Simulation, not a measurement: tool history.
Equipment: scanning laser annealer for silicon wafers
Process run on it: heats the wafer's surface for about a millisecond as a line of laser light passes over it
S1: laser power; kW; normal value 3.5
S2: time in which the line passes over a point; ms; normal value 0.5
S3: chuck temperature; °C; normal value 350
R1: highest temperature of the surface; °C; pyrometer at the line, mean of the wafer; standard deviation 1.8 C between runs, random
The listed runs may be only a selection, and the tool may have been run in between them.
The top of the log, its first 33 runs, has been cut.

run    hour     S1     S2   S3    R1
 34   862.9  3.319  0.442  330   946
 35   879.4  3.756  0.423  364  1039
 36   893.6   3.37    0.5  354  1014
 37   923.6   3.37   0.51  341  1008
 38   949.3   3.37   0.51  341  1005
 39   977.6    3.5  0.375  326   921
      988.1  -- optics aligned, line set to its width
 40  1005.5    3.5  0.384  313   927
 41  1022.1    3.5  0.559  389  1125
 42    1040    3.5  0.559  389  1125

Each row is a separate what-if for the run after 42, all from the same tool condition, not one after another. Results?
  A  1066.2    3.5  0.438  380   ?
  B  1066.2  3.316    0.5  350   ?
  C  1066.2  3.658  0.458  383   ?

run    R1
  A  1030
  B  1010
  C  1079
Had the tool no hidden state, the same runs would have come out as:
run    R1
  A  1052
  B  1033
  C  1103

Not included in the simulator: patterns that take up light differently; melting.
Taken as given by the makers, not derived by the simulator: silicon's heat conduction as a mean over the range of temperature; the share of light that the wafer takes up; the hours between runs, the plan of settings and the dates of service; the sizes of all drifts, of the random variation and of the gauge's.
